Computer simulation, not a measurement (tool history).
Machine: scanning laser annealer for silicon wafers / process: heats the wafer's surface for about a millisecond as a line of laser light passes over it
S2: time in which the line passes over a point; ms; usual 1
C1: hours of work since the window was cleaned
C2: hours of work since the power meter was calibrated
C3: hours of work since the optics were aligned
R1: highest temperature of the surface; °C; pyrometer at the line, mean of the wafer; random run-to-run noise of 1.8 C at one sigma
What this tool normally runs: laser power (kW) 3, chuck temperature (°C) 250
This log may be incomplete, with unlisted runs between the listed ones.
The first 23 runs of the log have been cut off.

{"run": 24, "hour": 1162.2, "laser power (kW)": 2.78, "S2": 0.71, "chuck temperature (°C)": 263, "C1": 235, "C2": 1585, "C3": 1408, "R1": 837}
{"run": 25, "hour": 1215.0, "laser power (kW)": 2.78, "S2": 0.9, "chuck temperature (°C)": 286, "C1": 269, "C2": 1618, "C3": 1441, "R1": 950}
{"run": 26, "hour": 1253.7, "laser power (kW)": 2.78, "S2": 0.9, "chuck temperature (°C)": 286, "C1": 293, "C2": 1643, "C3": 1465, "R1": 945}
{"run": 27, "hour": 1293.1, "laser power (kW)": 2.705, "S2": 1.13, "chuck temperature (°C)": 252, "C1": 318, "C2": 1668, "C3": 1490, "R1": 980}
{"run": 28, "hour": 1337.5, "laser power (kW)": 3, "S2": 0.72, "chuck temperature (°C)": 250, "C1": 346, "C2": 1695, "C3": 1518, "R1": 891}
{"run": 29, "hour": 1386.5, "laser power (kW)": 2.895, "S2": 0.87, "chuck temperature (°C)": 226, "C1": 377, "C2": 1726, "C3": 1549, "R1": 910}
{"run": 30, "hour": 1418.7, "laser power (kW)": 2.947, "S2": 1, "chuck temperature (°C)": 278, "C1": 397, "C2": 1747, "C3": 1569, "R1": 1034}
{"run": 31, "hour": 1459.2, "laser power (kW)": 3.262, "S2": 1, "chuck temperature (°C)": 250, "C1": 422, "C2": 1772, "C3": 1595, "R1": 1116}
{"run": 32, "hour": 1512.6, "laser power (kW)": 2.696, "S2": 0.94, "chuck temperature (°C)": 252, "C1": 456, "C2": 1806, "C3": 1628, "R1": 902}
{"run": 33, "hour": 1572.5, "laser power (kW)": 3, "S2": 1, "chuck temperature (°C)": 281, "C1": 494, "C2": 1843, "C3": 1666, "R1": 1056}

Consider 5 possible next runs. They are alternatives, not a sequence: every one starts from the tool as it was left by run 33. What does each give?
{"run": "A", "hour": 1640.7, "laser power (kW)": 2.853, "S2": 1.21, "chuck temperature (°C)": 232, "C1": 537, "C2": 1886, "C3": 1709, "R1": "?"}
{"run": "B", "hour": 1640.7, "laser power (kW)": 3.118, "S2": 0.73, "chuck temperature (°C)": 265, "C1": 537, "C2": 1886, "C3": 1709, "R1": "?"}
{"run": "C", "hour": 1640.7, "laser power (kW)": 2.831, "S2": 0.72, "chuck temperature (°C)": 281, "C1": 537, "C2": 1886, "C3": 1709, "R1": "?"}
{"run": "D", "hour": 1640.7, "laser power (kW)": 3, "S2": 1, "chuck temperature (°C)": 279, "C1": 537, "C2": 1886, "C3": 1709, "R1": "?"}
{"run": "E", "hour": 1640.7, "laser power (kW)": 2.792, "S2": 1, "chuck temperature (°C)": 281, "C1": 537, "C2": 1886, "C3": 1709, "R1": "?"}

run=A R1=1043
run=B R1=948
run=C R1=877
run=D R1=1055
run=E R1=986
What these runs would have given with no unlogged condition in the tool:
run=A R1=1044
run=B R1=948
run=C R1=878
run=D R1=1056
run=E R1=986
